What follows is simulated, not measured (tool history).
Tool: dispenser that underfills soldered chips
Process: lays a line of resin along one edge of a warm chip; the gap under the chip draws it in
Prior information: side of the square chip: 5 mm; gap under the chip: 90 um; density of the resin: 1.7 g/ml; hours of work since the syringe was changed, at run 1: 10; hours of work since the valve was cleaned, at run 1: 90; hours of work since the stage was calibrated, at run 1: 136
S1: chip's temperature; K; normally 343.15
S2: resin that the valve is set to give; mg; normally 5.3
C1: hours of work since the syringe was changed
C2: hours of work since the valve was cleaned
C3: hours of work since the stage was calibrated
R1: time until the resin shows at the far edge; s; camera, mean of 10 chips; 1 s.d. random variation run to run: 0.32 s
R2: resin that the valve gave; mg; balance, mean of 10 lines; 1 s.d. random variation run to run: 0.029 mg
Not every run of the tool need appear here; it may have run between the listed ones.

| run | hour | S1 | S2 | C1 | C2 | C3 | R1 | R2 |
|---|---|---|---|---|---|---|---|---|
| 1 | 0 | 343.15 | 5.3 | 10 | 90 | 136 | 26.1 | 5.02 |
|  | 1.3 | new syringe of resin |
| 2 | 5.5 | 343.15 | 5.3 | 3 | 93 | 140 | 14.9 | 5.02 |
| 3 | 9.5 | 343.15 | 5.3 | 6 | 96 | 142 | 18.7 | 5.06 |
| 4 | 16.2 | 343.15 | 5.3 | 10 | 101 | 147 | 27.9 | 5.03 |
|  | 16.9 | new syringe of resin |
| 5 | 22.9 | 343.15 | 4.84 | 4 | 105 | 151 | 16.4 | 4.56 |
| 6 | 27.5 | 356.15 | 6.72 | 7 | 109 | 155 | 11.9 | 6.32 |
|  | 32.6 | new syringe of resin |
| 7 | 34.6 | 347.15 | 6.02 | 1 | 113 | 159 | 10.9 | 5.59 |
| 8 | 38.6 | 353.15 | 5.16 | 4 | 116 | 162 | 11.5 | 4.86 |
| 9 | 44.1 | 350.15 | 5.3 | 8 | 120 | 166 | 16.9 | 4.94 |
|  | 48.1 | new syringe of resin |
| 10 | 48.5 | 329.15 | 6.59 | 0 | 123 | 169 | 21.5 | 6.13 |

Each row is a separate what-if for the run after 10, all from the same tool condition, not one after another. Results?
| A | 51.4 | 347.15 | 6.5 | 2 | 125 | 171 | ? | ? |
| B | 51.4 | 340.15 | 6.59 | 2 | 125 | 171 | ? | ? |
| C | 51.4 | 344.15 | 5.3 | 2 | 125 | 171 | ? | ? |
| D | 51.4 | 340.15 | 5.88 | 2 | 125 | 171 | ? | ? |
| E | 51.4 | 334.15 | 5.51 | 2 | 125 | 171 | ? | ? |

| run | R1 | R2 |
|---|---|---|
| A | 11.9 | 6.01 |
| B | 15.4 | 6.13 |
| C | 13.5 | 4.95 |
| D | 15.8 | 5.46 |
| E | 21.1 | 5.12 |
Take away the tool's hidden state, keep each run's random variation, and the runs would have read:
| run | R1 | R2 |
|---|---|---|
| A | 10.2 | 6.46 |
| B | 13.2 | 6.59 |
| C | 11.3 | 5.31 |
| D | 13.4 | 5.87 |
| E | 18 | 5.5 |
